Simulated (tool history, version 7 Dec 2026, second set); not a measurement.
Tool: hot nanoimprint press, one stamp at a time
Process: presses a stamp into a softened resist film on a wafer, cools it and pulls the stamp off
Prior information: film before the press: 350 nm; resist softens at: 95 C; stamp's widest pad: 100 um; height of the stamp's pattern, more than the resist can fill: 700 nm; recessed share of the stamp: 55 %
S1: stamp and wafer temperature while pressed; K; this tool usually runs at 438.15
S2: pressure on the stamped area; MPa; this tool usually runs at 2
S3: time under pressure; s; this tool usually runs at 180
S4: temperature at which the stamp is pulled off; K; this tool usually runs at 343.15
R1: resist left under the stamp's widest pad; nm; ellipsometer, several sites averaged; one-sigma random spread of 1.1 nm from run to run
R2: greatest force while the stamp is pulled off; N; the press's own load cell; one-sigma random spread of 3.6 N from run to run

run,hour,S1,S2,S3,S4,R1,R2
1,0,438.15,2,180,343.15,168.1,195
2,8.8,438.15,2,180,343.15,167.4,201
3,17.5,438.15,2,180,343.15,168.8,211
4,25.8,438.15,2,100,343.15,199.5,211
5,33.1,438.15,2,100,343.15,202,209
6,38.8,447.15,3.19,327,336.15,73.3,222
# hour 42.3: plate thermocouple calibrated
7,50.4,438.15,1.96,180,343.15,168.5,216
8,56.8,438.15,2,246,343.15,147.5,214
9,62.1,438.15,2,246,343.15,148.2,211
10,67.7,438.15,2.28,180,346.15,158.3,201

Below are 4 alternative next runs, each starting from the tool's condition after run 10. Predict each:
A,76.6,438.15,1.22,142,346.15,?,?
B,76.6,445.15,1.58,319,343.15,?,?
C,76.6,438.15,2,219,329.15,?,?
D,76.6,449.15,1.23,180,340.15,?,?

run,R1,R2
A,223.2,204
B,115.9,212
C,154.3,232
D,144.8,218
The same runs, with their run-to-run variation unchanged, on a tool lacking any hidden condition would have given:
run,R1,R2
A,227.8,166
B,118.9,172
C,158.3,188
D,148.2,177
